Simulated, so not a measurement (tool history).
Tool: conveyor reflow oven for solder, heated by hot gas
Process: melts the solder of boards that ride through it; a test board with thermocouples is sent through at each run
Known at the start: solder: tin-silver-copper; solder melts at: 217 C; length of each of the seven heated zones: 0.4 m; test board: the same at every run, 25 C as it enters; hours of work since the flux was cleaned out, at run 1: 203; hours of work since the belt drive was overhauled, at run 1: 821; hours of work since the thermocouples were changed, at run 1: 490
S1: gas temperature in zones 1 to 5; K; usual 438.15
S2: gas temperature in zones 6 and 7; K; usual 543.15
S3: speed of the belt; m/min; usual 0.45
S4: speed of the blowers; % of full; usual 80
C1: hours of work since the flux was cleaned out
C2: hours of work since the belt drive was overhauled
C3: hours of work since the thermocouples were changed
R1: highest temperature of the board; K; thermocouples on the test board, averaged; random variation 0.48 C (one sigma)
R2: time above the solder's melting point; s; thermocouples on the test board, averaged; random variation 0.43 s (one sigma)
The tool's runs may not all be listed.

run	hour	S1	S2	S3	S4	C1	C2	C3	R1	R2
1	0	438.15	543.15	0.45	80	203	821	490	530.95	86.2
2	58.3	438.15	543.15	0.45	80	244	863	532	531.85	85.9
3	115.9	438.15	543.15	0.45	80	285	904	573	530.75	85.7
4	153.2	438.15	543.15	0.45	80	312	931	599	530.75	85.3
5	195.7	438.15	543.15	0.53	80	342	961	630	525.85	67.2
# hour 250.3: flux residue cleaned out of gas plates and filters
6	259.2	438.15	543.15	0.53	80	6	1003	672	527.95	69.1
7	326.3	438.15	543.15	0.53	80	54	1051	719	526.95	68.5
# hour 378.3: belt drive overhauled, speed set with a stopwatch
8	399.5	438.15	543.15	0.53	80	104	15	769	525.35	65.8
9	453.7	438.15	543.15	0.45	80	143	54	808	530.05	83.4
10	485.3	438.15	543.15	0.421	80	165	76	830	531.75	91.1
# hour 531.6: thermocouples of zones 6 and 7 changed
11	539.3	438.15	543.15	0.421	80	202	114	6	535.05	94.1
12	604.9	438.15	543.15	0.421	80	249	160	52	534.85	92.7
13	654.1	438.15	543.15	0.45	80	284	196	88	533.05	84.9
14	709.1	438.15	543.15	0.45	80	324	235	127	532.85	85.3
15	758.9	438.15	543.15	0.45	80	359	270	162	532.65	85.6
# hour 790.2: flux residue cleaned out of gas plates and filters
16	826.7	438.15	543.15	0.429	82	26	315	207	534.95	92.1
17	884.7	438.15	543.15	0.404	81	67	357	249	535.45	98.3
18	936.2	438.15	541.15	0.45	80	104	394	286	530.95	84.1
19	973	438.15	541.15	0.45	80	131	420	312	530.75	84.4
20	1006.4	438.15	541.15	0.404	69	154	444	336	531.05	93.7
21	1061.7	443.15	543.15	0.45	80	194	483	375	532.05	87.1
22	1136.3	443.15	543.15	0.45	80	247	537	428	531.95	87
23	1167.3	430.15	543.15	0.418	80	269	559	451	532.35	89.9
24	1210.1	424.15	543.15	0.39	88	300	589	481	534.75	98.8
25	1260	424.15	543.15	0.39	88	336	625	517	534.15	97.4
# hour 1325.8: flux residue cleaned out of gas plates and filters
26	1326.4	432.15	543.15	0.39	88	0	669	561	535.45	102.3
27	1398	432.15	543.15	0.39	88	52	720	612	534.75	102.7
28	1445.1	432.15	543.15	0.39	88	85	754	646	535.25	102.5
29	1490.4	450.15	544.15	0.45	52	118	786	678	527.75	86
30	1527.6	427.15	542.15	0.511	64	144	813	705	521.55	60.9

Measured less the same run without the tool's hidden state. The same run-to-run variation is in both; the gauge's scatter may not be:
The hidden state here: heat that the gas passes to the board, % of a clean oven's; belt's true speed, % of the reading; true gas temperature in zones 6 and 7 over the reading, C; drift of the gauge itself on peak_c, C; drift of the gauge itself on liquid_s, %.
run	R1	R2
1	-2.2	+0.1
2	-2.4	-0.1
3	-2.6	-0.3
4	-2.8	-0.4
5	-3.1	-1.1
6	-1.9	+0.5
7	-2.2	+0.3
8	-3.3	-2.7
9	-3.5	-2.7
10	-3.7	-2.7
11	-0.3	-0.2
12	-0.5	-0.3
13	-0.8	-0.5
14	-1.1	-0.7
15	-1.3	-0.8
16	-0.7	+0.2
17	-0.9	+0.1
18	-1.2	-0.2
19	-1.4	-0.3
20	-1.4	-0.3
21	-1.7	-0.4
22	-2.1	-0.5
23	-2.2	-0.8
24	-2.3	-0.9
25	-2.6	-1
26	-1.6	+0.8
27	-2	+0.6
28	-2.1	+0.5
29	-1.9	+0.1
30	-2.1	-0.7
